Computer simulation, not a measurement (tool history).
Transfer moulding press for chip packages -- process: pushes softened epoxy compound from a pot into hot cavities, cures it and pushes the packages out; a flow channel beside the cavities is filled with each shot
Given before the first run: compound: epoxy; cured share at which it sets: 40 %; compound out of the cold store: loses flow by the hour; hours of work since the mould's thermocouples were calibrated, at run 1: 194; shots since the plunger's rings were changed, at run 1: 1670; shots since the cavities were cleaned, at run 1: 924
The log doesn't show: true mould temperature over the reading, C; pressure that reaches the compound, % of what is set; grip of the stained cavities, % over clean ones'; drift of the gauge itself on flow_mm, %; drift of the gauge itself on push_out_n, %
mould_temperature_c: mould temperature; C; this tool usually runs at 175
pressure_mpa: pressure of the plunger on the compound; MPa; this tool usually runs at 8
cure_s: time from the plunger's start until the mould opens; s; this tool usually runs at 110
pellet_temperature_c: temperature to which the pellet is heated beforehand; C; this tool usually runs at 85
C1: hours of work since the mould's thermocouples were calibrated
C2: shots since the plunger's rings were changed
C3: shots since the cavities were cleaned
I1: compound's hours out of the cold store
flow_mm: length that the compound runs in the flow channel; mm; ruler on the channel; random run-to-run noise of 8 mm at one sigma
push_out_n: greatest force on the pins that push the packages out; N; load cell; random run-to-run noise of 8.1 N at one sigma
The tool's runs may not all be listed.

{"run": 1, "hour": 0.0, "mould_temperature_c": 175, "pressure_mpa": 8, "cure_s": 110, "pellet_temperature_c": 85, "C1": 194, "C2": 1670, "C3": 924, "I1": 15.1, "flow_mm": 922, "push_out_n": 524}
{"hour": 11.1, "done": "cavities cleaned with cleaning compound and waxed"}
{"run": 2, "hour": 31.6, "mould_temperature_c": 175, "pressure_mpa": 8, "cure_s": 110, "pellet_temperature_c": 85, "C1": 212, "C2": 1968, "C3": 203, "I1": 42.5, "flow_mm": 865, "push_out_n": 582}
{"run": 3, "hour": 52.3, "mould_temperature_c": 175, "pressure_mpa": 8, "cure_s": 110, "pellet_temperature_c": 85, "C1": 225, "C2": 2173, "C3": 408, "I1": 31.6, "flow_mm": 882, "push_out_n": 581}
{"run": 4, "hour": 75.7, "mould_temperature_c": 175, "pressure_mpa": 8, "cure_s": 110, "pellet_temperature_c": 85, "C1": 239, "C2": 2405, "C3": 640, "I1": 13.4, "flow_mm": 945, "push_out_n": 567}
{"hour": 112.9, "done": "cavities cleaned with cleaning compound and waxed"}
{"run": 5, "hour": 112.9, "mould_temperature_c": 175, "pressure_mpa": 8, "cure_s": 110, "pellet_temperature_c": 79, "C1": 260, "C2": 2759, "C3": 0, "I1": 34.7, "flow_mm": 869, "push_out_n": 354}
{"run": 6, "hour": 147.8, "mould_temperature_c": 175, "pressure_mpa": 7, "cure_s": 110, "pellet_temperature_c": 85, "C1": 281, "C2": 3106, "C3": 347, "I1": 39.6, "flow_mm": 806, "push_out_n": 430}
{"run": 7, "hour": 188.1, "mould_temperature_c": 175, "pressure_mpa": 7, "cure_s": 110, "pellet_temperature_c": 85, "C1": 305, "C2": 3506, "C3": 747, "I1": 42.5, "flow_mm": 809, "push_out_n": 508}
{"hour": 216.0, "done": "cavities cleaned with cleaning compound and waxed"}
{"run": 8, "hour": 227.2, "mould_temperature_c": 175, "pressure_mpa": 8, "cure_s": 110, "pellet_temperature_c": 85, "C1": 327, "C2": 3878, "C3": 110, "I1": 33.6, "flow_mm": 869, "push_out_n": 404}
{"run": 9, "hour": 250.7, "mould_temperature_c": 175, "pressure_mpa": 8, "cure_s": 110, "pellet_temperature_c": 79, "C1": 341, "C2": 4111, "C3": 343, "I1": 13.1, "flow_mm": 913, "push_out_n": 457}
{"hour": 258.1, "done": "cavities cleaned with cleaning compound and waxed, once more"}
{"run": 10, "hour": 287.3, "mould_temperature_c": 175, "pressure_mpa": 8, "cure_s": 110, "pellet_temperature_c": 79, "C1": 362, "C2": 4459, "C3": 290, "I1": 14.9, "flow_mm": 900, "push_out_n": 456}
{"run": 11, "hour": 314.0, "mould_temperature_c": 175, "pressure_mpa": 8, "cure_s": 110, "pellet_temperature_c": 79, "C1": 378, "C2": 4724, "C3": 555, "I1": 42.1, "flow_mm": 838, "push_out_n": 486}
{"run": 12, "hour": 343.9, "mould_temperature_c": 175, "pressure_mpa": 8, "cure_s": 110, "pellet_temperature_c": 79, "C1": 396, "C2": 5021, "C3": 852, "I1": 36.7, "flow_mm": 847, "push_out_n": 522}
{"hour": 361.2, "done": "cavities cleaned with cleaning compound and waxed"}
{"run": 13, "hour": 376.1, "mould_temperature_c": 175, "pressure_mpa": 8, "cure_s": 110, "pellet_temperature_c": 79, "C1": 414, "C2": 5325, "C3": 148, "I1": 36.2, "flow_mm": 840, "push_out_n": 394}
{"run": 14, "hour": 417.2, "mould_temperature_c": 176, "pressure_mpa": 8, "cure_s": 110, "pellet_temperature_c": 85, "C1": 439, "C2": 5732, "C3": 555, "I1": 13.7, "flow_mm": 881, "push_out_n": 489}
{"run": 15, "hour": 434.7, "mould_temperature_c": 171, "pressure_mpa": 8.01, "cure_s": 91, "pellet_temperature_c": 82, "C1": 449, "C2": 5906, "C3": 729, "I1": 12.2, "flow_mm": 907, "push_out_n": 866}
{"run": 16, "hour": 461.2, "mould_temperature_c": 171, "pressure_mpa": 8.01, "cure_s": 91, "pellet_temperature_c": 82, "C1": 465, "C2": 6169, "C3": 992, "I1": 42.3, "flow_mm": 831, "push_out_n": 837}
{"hour": 465.6, "done": "cavities cleaned with cleaning compound and waxed"}
{"run": 17, "hour": 496.9, "mould_temperature_c": 171, "pressure_mpa": 8.01, "cure_s": 91, "pellet_temperature_c": 82, "C1": 486, "C2": 6508, "C3": 310, "I1": 45.6, "flow_mm": 831, "push_out_n": 692}
{"hour": 518.9, "done": "plunger's sealing rings changed"}
{"run": 18, "hour": 531.8, "mould_temperature_c": 171, "pressure_mpa": 8.01, "cure_s": 91, "pellet_temperature_c": 82, "C1": 505, "C2": 128, "C3": 631, "I1": 17.9, "flow_mm": 942, "push_out_n": 816}
{"run": 19, "hour": 557.3, "mould_temperature_c": 175, "pressure_mpa": 6.41, "cure_s": 139, "pellet_temperature_c": 76, "C1": 520, "C2": 381, "C3": 884, "I1": 34.5, "flow_mm": 811, "push_out_n": 465}
{"hour": 573.1, "done": "cavities cleaned with cleaning compound and waxed"}
{"run": 20, "hour": 576.6, "mould_temperature_c": 175, "pressure_mpa": 6.41, "cure_s": 139, "pellet_temperature_c": 76, "C1": 531, "C2": 558, "C3": 35, "I1": 28.3, "flow_mm": 834, "push_out_n": 343}
{"run": 21, "hour": 609.7, "mould_temperature_c": 175, "pressure_mpa": 6.41, "cure_s": 139, "pellet_temperature_c": 76, "C1": 551, "C2": 886, "C3": 363, "I1": 39.7, "flow_mm": 792, "push_out_n": 421}
{"run": 22, "hour": 640.4, "mould_temperature_c": 176, "pressure_mpa": 8, "cure_s": 110, "pellet_temperature_c": 85, "C1": 569, "C2": 1190, "C3": 667, "I1": 11.9, "flow_mm": 921, "push_out_n": 498}
{"run": 23, "hour": 663.6, "mould_temperature_c": 176, "pressure_mpa": 8, "cure_s": 110, "pellet_temperature_c": 85, "C1": 583, "C2": 1420, "C3": 897, "I1": 9.4, "flow_mm": 942, "push_out_n": 524}
{"hour": 674.9, "done": "cavities cleaned with cleaning compound and waxed"}
{"run": 24, "hour": 697.2, "mould_temperature_c": 176, "pressure_mpa": 8, "cure_s": 110, "pellet_temperature_c": 85, "C1": 602, "C2": 1739, "C3": 221, "I1": 13.2, "flow_mm": 934, "push_out_n": 407}
{"run": 25, "hour": 722.5, "mould_temperature_c": 176, "pressure_mpa": 8.8, "cure_s": 110, "pellet_temperature_c": 76, "C1": 617, "C2": 1989, "C3": 471, "I1": 14.9, "flow_mm": 967, "push_out_n": 483}
{"run": 26, "hour": 760.9, "mould_temperature_c": 175, "pressure_mpa": 8, "cure_s": 107, "pellet_temperature_c": 93, "C1": 640, "C2": 2370, "C3": 852, "I1": 44.6, "flow_mm": 845, "push_out_n": 518}
{"hour": 778.4, "done": "cavities cleaned with cleaning compound and waxed"}
{"run": 27, "hour": 779.6, "mould_temperature_c": 175, "pressure_mpa": 8, "cure_s": 107, "pellet_temperature_c": 93, "C1": 650, "C2": 2541, "C3": 12, "I1": 12.3, "flow_mm": 934, "push_out_n": 375}
{"run": 28, "hour": 798.2, "mould_temperature_c": 175, "pressure_mpa": 8, "cure_s": 107, "pellet_temperature_c": 93, "C1": 661, "C2": 2726, "C3": 197, "I1": 32.5, "flow_mm": 869, "push_out_n": 423}

4 options for the next run, each taken on its own from the tool as it stands now. Forecast them:
{"run": "A", "hour": 826.0, "mould_temperature_c": 178, "pressure_mpa": 6.38, "cure_s": 143, "pellet_temperature_c": 93, "C1": 678, "C2": 3002, "C3": 473, "I1": 18.7, "flow_mm": "?", "push_out_n": "?"}
{"run": "B", "hour": 826.0, "mould_temperature_c": 175, "pressure_mpa": 8.17, "cure_s": 110, "pellet_temperature_c": 85, "C1": 678, "C2": 3002, "C3": 473, "I1": 11.3, "flow_mm": "?", "push_out_n": "?"}
{"run": "C", "hour": 826.0, "mould_temperature_c": 177, "pressure_mpa": 9.78, "cure_s": 110, "pellet_temperature_c": 79, "C1": 678, "C2": 3002, "C3": 473, "I1": 26.9, "flow_mm": "?", "push_out_n": "?"}
{"run": "D", "hour": 826.0, "mould_temperature_c": 175, "pressure_mpa": 8, "cure_s": 107, "pellet_temperature_c": 89, "C1": 678, "C2": 3002, "C3": 473, "I1": 18.3, "flow_mm": "?", "push_out_n": "?"}

run=A flow_mm=794 push_out_n=427
run=B flow_mm=929 push_out_n=468
run=C flow_mm=986 push_out_n=455
run=D flow_mm=907 push_out_n=471
What these runs would have given with no unlogged condition in the tool:
run=A flow_mm=816 push_out_n=325
run=B flow_mm=954 push_out_n=348
run=C flow_mm=1012 push_out_n=341
run=D flow_mm=931 push_out_n=349
